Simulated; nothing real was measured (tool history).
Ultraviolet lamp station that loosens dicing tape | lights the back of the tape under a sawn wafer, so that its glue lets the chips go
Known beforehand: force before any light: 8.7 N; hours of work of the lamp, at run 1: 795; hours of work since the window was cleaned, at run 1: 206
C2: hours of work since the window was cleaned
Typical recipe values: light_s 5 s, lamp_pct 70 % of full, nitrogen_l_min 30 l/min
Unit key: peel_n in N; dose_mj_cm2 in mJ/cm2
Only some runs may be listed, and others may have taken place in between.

{"run": 1, "hour": 0.0, "light_s": 5, "lamp_pct": 70, "nitrogen_l_min": 30, "hours of work of the lamp": 795, "C2": 206, "peel_n": 1.994, "dose_mj_cm2": 370}
{"run": 2, "hour": 25.7, "light_s": 5, "lamp_pct": 70, "nitrogen_l_min": 30, "hours of work of the lamp": 815, "C2": 227, "peel_n": 1.907, "dose_mj_cm2": 363}
{"run": 3, "hour": 44.4, "light_s": 5, "lamp_pct": 70, "nitrogen_l_min": 30, "hours of work of the lamp": 830, "C2": 241, "peel_n": 2.017, "dose_mj_cm2": 364}
{"run": 4, "hour": 79.9, "light_s": 5, "lamp_pct": 68, "nitrogen_l_min": 30, "hours of work of the lamp": 858, "C2": 269, "peel_n": 2.216, "dose_mj_cm2": 348}
{"run": 5, "hour": 106.9, "light_s": 5, "lamp_pct": 68, "nitrogen_l_min": 30, "hours of work of the lamp": 879, "C2": 291, "peel_n": 2.178, "dose_mj_cm2": 339}
{"run": 6, "hour": 132.3, "light_s": 5, "lamp_pct": 70, "nitrogen_l_min": 30, "hours of work of the lamp": 899, "C2": 311, "peel_n": 2.169, "dose_mj_cm2": 349}
{"run": 7, "hour": 152.5, "light_s": 5, "lamp_pct": 70, "nitrogen_l_min": 30, "hours of work of the lamp": 915, "C2": 327, "peel_n": 2.163, "dose_mj_cm2": 342}
{"run": 8, "hour": 181.6, "light_s": 5, "lamp_pct": 70, "nitrogen_l_min": 30, "hours of work of the lamp": 938, "C2": 350, "peel_n": 2.205, "dose_mj_cm2": 338}
{"run": 9, "hour": 206.2, "light_s": 5, "lamp_pct": 70, "nitrogen_l_min": 30, "hours of work of the lamp": 957, "C2": 369, "peel_n": 2.247, "dose_mj_cm2": 330}
{"run": 10, "hour": 228.5, "light_s": 5, "lamp_pct": 70, "nitrogen_l_min": 28, "hours of work of the lamp": 975, "C2": 387, "peel_n": 2.288, "dose_mj_cm2": 329}
{"hour": 235.6, "done": "window cleaned of glue's vapour"}
{"run": 11, "hour": 250.4, "light_s": 5, "lamp_pct": 70, "nitrogen_l_min": 16, "hours of work of the lamp": 992, "C2": 12, "peel_n": 2.873, "dose_mj_cm2": 318}
{"run": 12, "hour": 274.0, "light_s": 5, "lamp_pct": 70, "nitrogen_l_min": 30, "hours of work of the lamp": 1010, "C2": 30, "peel_n": 2.34, "dose_mj_cm2": 315}
{"run": 13, "hour": 314.4, "light_s": 5, "lamp_pct": 76, "nitrogen_l_min": 30, "hours of work of the lamp": 1042, "C2": 62, "peel_n": 2.27, "dose_mj_cm2": 332}
{"run": 14, "hour": 348.2, "light_s": 5, "lamp_pct": 70, "nitrogen_l_min": 30, "hours of work of the lamp": 1069, "C2": 89, "peel_n": 2.524, "dose_mj_cm2": 304}
{"run": 15, "hour": 390.0, "light_s": 5, "lamp_pct": 70, "nitrogen_l_min": 30, "hours of work of the lamp": 1102, "C2": 122, "peel_n": 2.689, "dose_mj_cm2": 295}
{"run": 16, "hour": 415.4, "light_s": 5, "lamp_pct": 70, "nitrogen_l_min": 30, "hours of work of the lamp": 1122, "C2": 142, "peel_n": 2.694, "dose_mj_cm2": 287}
{"hour": 425.5, "done": "window cleaned of glue's vapour, once more"}
{"run": 17, "hour": 444.7, "light_s": 5, "lamp_pct": 70, "nitrogen_l_min": 18, "hours of work of the lamp": 1145, "C2": 15, "peel_n": 2.468, "dose_mj_cm2": 354}
{"run": 18, "hour": 479.8, "light_s": 5, "lamp_pct": 89, "nitrogen_l_min": 30, "hours of work of the lamp": 1172, "C2": 43, "peel_n": 1.466, "dose_mj_cm2": 444}
{"run": 19, "hour": 510.0, "light_s": 4, "lamp_pct": 70, "nitrogen_l_min": 30, "hours of work of the lamp": 1196, "C2": 67, "peel_n": 2.87, "dose_mj_cm2": 279}
{"run": 20, "hour": 543.1, "light_s": 4, "lamp_pct": 70, "nitrogen_l_min": 30, "hours of work of the lamp": 1222, "C2": 93, "peel_n": 2.861, "dose_mj_cm2": 267}
{"run": 21, "hour": 583.8, "light_s": 4, "lamp_pct": 70, "nitrogen_l_min": 30, "hours of work of the lamp": 1254, "C2": 125, "peel_n": 2.918, "dose_mj_cm2": 265}

Expected results for the next run?
{"run": 22, "hour": 626.0, "light_s": 6, "lamp_pct": 70, "nitrogen_l_min": 30, "hours of work of the lamp": 1287, "C2": 158, "peel_n": "?", "dose_mj_cm2": "?"}

For run 22 the tool returned peel_n 1.780 N, dose_mj_cm2 389 mJ/cm2.
On a tool with no hidden condition, and with the same random variation, this run would have come out at peel_n 0.854 N, dose_mj_cm2 577 mJ/cm2.
